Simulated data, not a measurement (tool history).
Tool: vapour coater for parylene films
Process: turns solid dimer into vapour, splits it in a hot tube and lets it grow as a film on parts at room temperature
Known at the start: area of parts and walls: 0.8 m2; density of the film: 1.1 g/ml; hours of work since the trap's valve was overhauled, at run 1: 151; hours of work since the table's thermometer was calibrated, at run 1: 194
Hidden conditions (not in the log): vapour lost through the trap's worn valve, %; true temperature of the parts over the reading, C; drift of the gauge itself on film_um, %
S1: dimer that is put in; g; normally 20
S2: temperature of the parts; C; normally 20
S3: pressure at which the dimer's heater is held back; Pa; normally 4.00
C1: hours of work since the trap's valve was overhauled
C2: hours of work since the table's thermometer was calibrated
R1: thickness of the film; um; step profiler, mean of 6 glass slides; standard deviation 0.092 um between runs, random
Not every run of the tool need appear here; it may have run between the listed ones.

Run 1, day 0.000: usual settings; C1 151; C2 194. Result: R1 10.46 um.
Run 2, day 0.642: usual settings; C1 157; C2 201. Result: R1 10.56 um.
Run 3, day 1.671: usual settings but S1 9 g; C1 168; C2 211. Result: R1 4.77 um.
Run 4, day 2.238: usual settings but S1 9 g, S3 4.24 Pa; C1 173; C2 217. Result: R1 4.74 um.
Run 5, day 2.988: usual settings but S1 9 g, S3 4.24 Pa; C1 181; C2 225. Result: R1 4.64 um.
Run 6, day 4.025: usual settings but S3 3.61 Pa; C1 192; C2 235. Result: R1 10.56 um.
Run 7, day 5.012: usual settings but S3 2.98 Pa; C1 202; C2 245. Result: R1 10.94 um.
Run 8, day 6.033: usual settings but S3 2.98 Pa; C1 212; C2 256. Result: R1 11.07 um.
Run 9, day 6.854: usual settings; C1 220; C2 264. Result: R1 10.35 um.
Run 10, day 7.746: usual settings; C1 229; C2 273. Result: R1 10.44 um.
Run 11, day 8.617: usual settings but S1 12 g, S3 9.58 Pa; C1 238; C2 282. Result: R1 5.43 um.
Run 12, day 9.258: usual settings but S1 18 g; C1 245; C2 288. Result: R1 9.09 um.
Run 13, day 10.246: usual settings but S1 18 g, S2 23 C, S3 10.34 Pa; C1 255; C2 298. Result: R1 7.20 um.
At day 10.504: trap's valve overhauled.
Run 14, day 10.900: usual settings but S1 8 g, S3 3.41 Pa; C1 4; C2 303. Result: R1 4.68 um.
Run 15, day 11.754: usual settings but S1 8 g, S3 2.38 Pa; C1 13; C2 312. Result: R1 4.91 um.
Run 16, day 12.538: usual settings but S1 8 g, S3 2.38 Pa; C1 21; C2 320. Result: R1 4.95 um.
Run 17, day 12.971: usual settings but S1 8 g, S3 2.38 Pa; C1 25; C2 325. Result: R1 4.97 um.
Run 18, day 13.521: usual settings but S1 8 g, S3 2.38 Pa; C1 31; C2 330. Result: R1 4.99 um.
Run 19, day 14.279: usual settings but S1 8 g, S2 13 C, S3 2.38 Pa; C1 38; C2 338. Result: R1 6.20 um.

What would each run have given without the hidden state, its run-to-run variation left as it was?
run     R1
  1  11.14
  2  11.27
  3   5.12
  4   5.09
  5   5.01
  6  11.45
  7  11.90
  8  12.10
  9  11.35
 10  11.50
 11   6.01
 12  10.08
 13   8.03
 14   4.65
 15   4.90
 16   4.95
 17   4.98
 18   5.01
 19   6.24

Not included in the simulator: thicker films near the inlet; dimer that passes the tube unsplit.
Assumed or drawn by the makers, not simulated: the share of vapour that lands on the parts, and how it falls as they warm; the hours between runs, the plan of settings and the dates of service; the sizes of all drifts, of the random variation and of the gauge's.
